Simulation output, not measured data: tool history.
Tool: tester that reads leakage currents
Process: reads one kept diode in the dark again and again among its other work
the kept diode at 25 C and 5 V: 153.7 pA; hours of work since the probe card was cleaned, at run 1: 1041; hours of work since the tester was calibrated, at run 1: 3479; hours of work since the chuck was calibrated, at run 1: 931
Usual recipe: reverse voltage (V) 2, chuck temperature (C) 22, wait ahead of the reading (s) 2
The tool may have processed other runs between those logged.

run	hour	reverse voltage (V)	chuck temperature (C)	wait ahead of the reading (s)	hours of work since the probe card was cleaned	hours of work since the tester was calibrated	hours of work since the chuck was calibrated	current that the tester gives (pA)
1	0	2	22	2	1041	3479	931	91.13
2	57	2	22	2	1084	3522	974	90.93
3	109.8	2	22	2	1123	3561	1013	91.12
4	178.4	1.48	22	2	1174	3612	1064	82.16
5	273.3	1.48	22	2	1244	3682	1134	82.07
6	383.2	2	22	5.09	1326	3764	1216	93.27
7	481.3	2	22	1.64	1399	3837	1289	93.74
8	549.4	2	22	2	1449	3887	1339	94.64
# hour 626.1: chuck's temperature calibrated
9	627	2	22	2	1505	3943	1	81.33
10	726.8	2	22	2	1579	4017	75	82.01
11	811.9	2	22	2	1643	4081	138	82.61
12	864.5	2	22	0.36	1682	4120	177	84.76
13	912.7	2	22	0.36	1717	4155	213	84.62
14	966.6	2	22	0.36	1757	4195	253	84.73
15	1049.8	2	37	2	1819	4257	315	333.13
16	1133.6	1.43	22	2	1881	4319	377	74.07
17	1217.5	2	22	8.24	1944	4382	439	85.36
18	1280.8	2	22	8.24	1991	4429	486	85.94
19	1360.6	2	22	8.24	2050	4488	545	85.88
# hour 1432.9: tester calibrated
20	1475.7	1.09	43	7.64	2134	32	629	462.16
21	1577.5	1.09	43	7.64	2209	107	705	464.88
22	1687.6	1.09	43	7.64	2291	189	787	468.41
23	1757.3	1.88	22	2.15	2343	241	838	89.31
24	1808	1.15	22	2.15	2381	278	876	72.59
25	1923.6	2	32	2	2466	364	962	230.65
26	1999.4	2	28	9.86	2523	421	1018	160.94
27	2073	18.19	22	2	2577	475	1073	244.38
28	2141.6	18.19	22	2	2628	526	1124	246.33
29	2207.7	2	21	2.44	2677	575	1173	85.07
30	2298	2	21	2.44	2744	642	1240	86.42
31	2374.2	2	21	2.44	2801	699	1296	86.34
32	2490.9	2	21	2.44	2888	785	1383	87.71
# hour 2508.3: chuck's temperature calibrated
33	2591.2	1.89	45	2.65	2961	858	61	657.22
34	2695.4	12.6	53	0.82	3038	936	139	2617.94
35	2774.8	2	20	1.14	3097	995	198	73.79
36	2859.8	6.44	20	1.58	3160	1058	261	125.15
37	2952.9	6.44	20	1.58	3229	1127	330	125.64
38	3046.7	6.44	20	1.58	3299	1197	400	126.08

Consider 3 possible next runs. They are alternatives, not a sequence: every one starts from the tool as it was left by run 38. What does each give?
A	3113.7	10.84	22	1.34	3348	1246	449	?
B	3113.7	4.97	44	7.79	3348	1246	449	?
C	3113.7	1.52	20	0.41	3348	1246	449	?

run	current that the tester gives (pA)
A	192
B	903.96
C	68.13
With no hidden state in the tool, these same runs would have given:
run	current that the tester gives (pA)
A	155.5
B	858.32
C	61.25
